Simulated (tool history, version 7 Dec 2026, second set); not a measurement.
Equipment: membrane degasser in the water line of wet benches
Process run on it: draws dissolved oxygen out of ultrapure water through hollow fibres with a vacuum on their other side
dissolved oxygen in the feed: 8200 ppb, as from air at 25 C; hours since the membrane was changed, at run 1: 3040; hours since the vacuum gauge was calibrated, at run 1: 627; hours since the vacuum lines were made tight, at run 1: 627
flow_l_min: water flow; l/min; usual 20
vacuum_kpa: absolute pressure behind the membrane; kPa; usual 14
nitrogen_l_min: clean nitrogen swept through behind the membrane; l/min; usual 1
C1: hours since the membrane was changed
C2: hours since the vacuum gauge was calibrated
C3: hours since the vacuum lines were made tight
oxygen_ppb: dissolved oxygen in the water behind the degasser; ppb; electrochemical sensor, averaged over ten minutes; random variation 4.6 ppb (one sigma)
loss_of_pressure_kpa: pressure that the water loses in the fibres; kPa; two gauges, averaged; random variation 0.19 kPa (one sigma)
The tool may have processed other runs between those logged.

run 1 hour=0 | flow_l_min=20 vacuum_kpa=14 nitrogen_l_min=1 | C1=3040 C2=627 C3=627 | oxygen_ppb=468.1 loss_of_pressure_kpa=36.86
run 2 hour=95.8 | flow_l_min=20 vacuum_kpa=14 nitrogen_l_min=1 | C1=3136 C2=723 C3=723 | oxygen_ppb=469.3 loss_of_pressure_kpa=37.15
run 3 hour=177.3 | flow_l_min=20 vacuum_kpa=10.6 nitrogen_l_min=1 | C1=3217 C2=804 C3=804 | oxygen_ppb=329.6 loss_of_pressure_kpa=37.47
run 4 hour=241.3 | flow_l_min=20 vacuum_kpa=10.6 nitrogen_l_min=1 | C1=3281 C2=868 C3=868 | oxygen_ppb=326.5 loss_of_pressure_kpa=37.17
run 5 hour=307.7 | flow_l_min=20 vacuum_kpa=10.6 nitrogen_l_min=1 | C1=3348 C2=935 C3=935 | oxygen_ppb=323.3 loss_of_pressure_kpa=36.92
run 6 hour=389.7 | flow_l_min=20 vacuum_kpa=10.6 nitrogen_l_min=1 | C1=3430 C2=1017 C3=1017 | oxygen_ppb=328.2 loss_of_pressure_kpa=37.42
run 7 hour=449.7 | flow_l_min=20 vacuum_kpa=14 nitrogen_l_min=0.54 | C1=3490 C2=1077 C3=1077 | oxygen_ppb=762 loss_of_pressure_kpa=37.42
run 8 hour=514.4 | flow_l_min=20 vacuum_kpa=14 nitrogen_l_min=1 | C1=3555 C2=1141 C3=1141 | oxygen_ppb=475.8 loss_of_pressure_kpa=37.24
run 9 hour=577.2 | flow_l_min=20 vacuum_kpa=14 nitrogen_l_min=1 | C1=3617 C2=1204 C3=1204 | oxygen_ppb=476.8 loss_of_pressure_kpa=37.02
run 10 hour=647.1 | flow_l_min=20 vacuum_kpa=14 nitrogen_l_min=1 | C1=3687 C2=1274 C3=1274 | oxygen_ppb=471.2 loss_of_pressure_kpa=37.12
run 11 hour=724.5 | flow_l_min=20 vacuum_kpa=14 nitrogen_l_min=0.82 | C1=3765 C2=1351 C3=1351 | oxygen_ppb=556.8 loss_of_pressure_kpa=37.61
-- hour=731.9 vacuum gauge calibrated
run 12 hour=783.1 | flow_l_min=20 vacuum_kpa=14 nitrogen_l_min=1.03 | C1=3823 C2=51 C3=1410 | oxygen_ppb=461.6 loss_of_pressure_kpa=37.35
run 13 hour=828 | flow_l_min=20 vacuum_kpa=14 nitrogen_l_min=0.66 | C1=3868 C2=96 C3=1455 | oxygen_ppb=659.6 loss_of_pressure_kpa=37.76
run 14 hour=910.7 | flow_l_min=20 vacuum_kpa=14 nitrogen_l_min=1 | C1=3950 C2=179 C3=1537 | oxygen_ppb=473.2 loss_of_pressure_kpa=37.53
run 15 hour=973 | flow_l_min=20 vacuum_kpa=14 nitrogen_l_min=1 | C1=4013 C2=241 C3=1599 | oxygen_ppb=481.3 loss_of_pressure_kpa=37.26
run 16 hour=1079 | flow_l_min=20 vacuum_kpa=14 nitrogen_l_min=1 | C1=4119 C2=347 C3=1705 | oxygen_ppb=468.5 loss_of_pressure_kpa=37.55
run 17 hour=1122.4 | flow_l_min=20 vacuum_kpa=14 nitrogen_l_min=1.29 | C1=4162 C2=390 C3=1749 | oxygen_ppb=385.3 loss_of_pressure_kpa=37.81
-- hour=1219.4 vacuum gauge calibrated, once more
run 18 hour=1227.5 | flow_l_min=20 vacuum_kpa=14 nitrogen_l_min=1.29 | C1=4267 C2=8 C3=1854 | oxygen_ppb=375.3 loss_of_pressure_kpa=37.77
run 19 hour=1285.2 | flow_l_min=24 vacuum_kpa=28.3 nitrogen_l_min=2.43 | C1=4324 C2=66 C3=1911 | oxygen_ppb=565.4 loss_of_pressure_kpa=44.79
run 20 hour=1388.9 | flow_l_min=22 vacuum_kpa=21.7 nitrogen_l_min=0.62 | C1=4428 C2=169 C3=2015 | oxygen_ppb=1216.6 loss_of_pressure_kpa=41.18
run 21 hour=1477.5 | flow_l_min=13 vacuum_kpa=14.8 nitrogen_l_min=0.43 | C1=4517 C2=258 C3=2104 | oxygen_ppb=694.4 loss_of_pressure_kpa=24.47
run 22 hour=1533.1 | flow_l_min=13 vacuum_kpa=10.3 nitrogen_l_min=0.45 | C1=4572 C2=314 C3=2159 | oxygen_ppb=423.5 loss_of_pressure_kpa=24.78
run 23 hour=1599.2 | flow_l_min=23 vacuum_kpa=34.5 nitrogen_l_min=0.66 | C1=4638 C2=380 C3=2225 | oxygen_ppb=1843.2 loss_of_pressure_kpa=43.11
run 24 hour=1694.7 | flow_l_min=23 vacuum_kpa=34.5 nitrogen_l_min=0.66 | C1=4734 C2=475 C3=2321 | oxygen_ppb=1822.9 loss_of_pressure_kpa=43.63
run 25 hour=1792 | flow_l_min=23 vacuum_kpa=34.5 nitrogen_l_min=0.66 | C1=4831 C2=573 C3=2418 | oxygen_ppb=1854.8 loss_of_pressure_kpa=43.67
run 26 hour=1864.9 | flow_l_min=23 vacuum_kpa=14 nitrogen_l_min=0.66 | C1=4904 C2=645 C3=2491 | oxygen_ppb=735.5 loss_of_pressure_kpa=43.55
run 27 hour=1933.2 | flow_l_min=23 vacuum_kpa=14 nitrogen_l_min=0.66 | C1=4972 C2=714 C3=2559 | oxygen_ppb=733.1 loss_of_pressure_kpa=43.63
run 28 hour=2021.1 | flow_l_min=23 vacuum_kpa=14 nitrogen_l_min=0.66 | C1=5060 C2=802 C3=2647 | oxygen_ppb=728.3 loss_of_pressure_kpa=43.76
run 29 hour=2119.1 | flow_l_min=20 vacuum_kpa=25 nitrogen_l_min=1 | C1=5158 C2=900 C3=2745 | oxygen_ppb=918.5 loss_of_pressure_kpa=38.15
run 30 hour=2212.2 | flow_l_min=31 vacuum_kpa=27.6 nitrogen_l_min=0.53 | C1=5251 C2=993 C3=2838 | oxygen_ppb=2119.9 loss_of_pressure_kpa=58.87
run 31 hour=2315.9 | flow_l_min=31 vacuum_kpa=27.6 nitrogen_l_min=0.53 | C1=5355 C2=1096 C3=2942 | oxygen_ppb=2124.4 loss_of_pressure_kpa=59.15
run 32 hour=2383.8 | flow_l_min=16 vacuum_kpa=24.4 nitrogen_l_min=0.7 | C1=5423 C2=1164 C3=3010 | oxygen_ppb=983.6 loss_of_pressure_kpa=30.6

Here are 3 independent what-if runs from the current tool condition. What would each one return?
run A hour=2442.1 | flow_l_min=18 vacuum_kpa=29 nitrogen_l_min=1.27 | C1=5481 C2=1223 C3=3068 | oxygen_ppb=? loss_of_pressure_kpa=?
run B hour=2442.1 | flow_l_min=23 vacuum_kpa=14 nitrogen_l_min=1 | C1=5481 C2=1223 C3=3068 | oxygen_ppb=? loss_of_pressure_kpa=?
run C hour=2442.1 | flow_l_min=20 vacuum_kpa=18.4 nitrogen_l_min=0.52 | C1=5481 C2=1223 C3=3068 | oxygen_ppb=? loss_of_pressure_kpa=?

run=A oxygen_ppb=794.5 loss_of_pressure_kpa=34.45
run=B oxygen_ppb=538.3 loss_of_pressure_kpa=43.89
run=C oxygen_ppb=1074.4 loss_of_pressure_kpa=37.86
Without the tool's unlogged condition, the same runs would have read:
run=A oxygen_ppb=771.6 loss_of_pressure_kpa=32.72
run=B oxygen_ppb=521.3 loss_of_pressure_kpa=41.67
run=C oxygen_ppb=1055.7 loss_of_pressure_kpa=35.94
